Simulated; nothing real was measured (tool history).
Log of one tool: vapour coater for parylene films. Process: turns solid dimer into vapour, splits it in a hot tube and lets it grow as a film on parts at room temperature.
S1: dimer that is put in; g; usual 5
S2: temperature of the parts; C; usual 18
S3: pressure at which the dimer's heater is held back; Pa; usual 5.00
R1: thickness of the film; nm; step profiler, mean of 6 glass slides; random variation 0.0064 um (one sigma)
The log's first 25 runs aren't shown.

run   hour  S1  S2    S3    R1
 26  613.0   5  18  8.72  1126
 27  629.2   5  18  8.72  1122
 28  660.3   5  16  8.72  1172
 29  687.0   2  20  3.16   551
 30  703.5   4  26  5.00   871
 31  718.6   4  21  6.02   923
 32  750.1   4  12  5.95  1097
 33  768.1   5  14  5.00  1363
 34  787.1   7  14  4.07  2007
 35  800.4   3  15  3.76   880
 36  827.4   3  19  3.76   804
 37  845.4   5  22  3.99  1234
 38  860.9   4  13  6.05  1059
 39  889.0   4  13  6.05  1065
 40  920.3   4  13  6.05  1054
 41  933.5   4  19  3.16  1109
 42  965.7   4  19  3.16  1106
 43  984.7   4  19  3.16  1092

The next listed run, before its measurement:
 44  1015.2   9  29  4.66   ?

R1: 1873 nm
Without the tool's hidden state the same run would have given R1 1949 nm.

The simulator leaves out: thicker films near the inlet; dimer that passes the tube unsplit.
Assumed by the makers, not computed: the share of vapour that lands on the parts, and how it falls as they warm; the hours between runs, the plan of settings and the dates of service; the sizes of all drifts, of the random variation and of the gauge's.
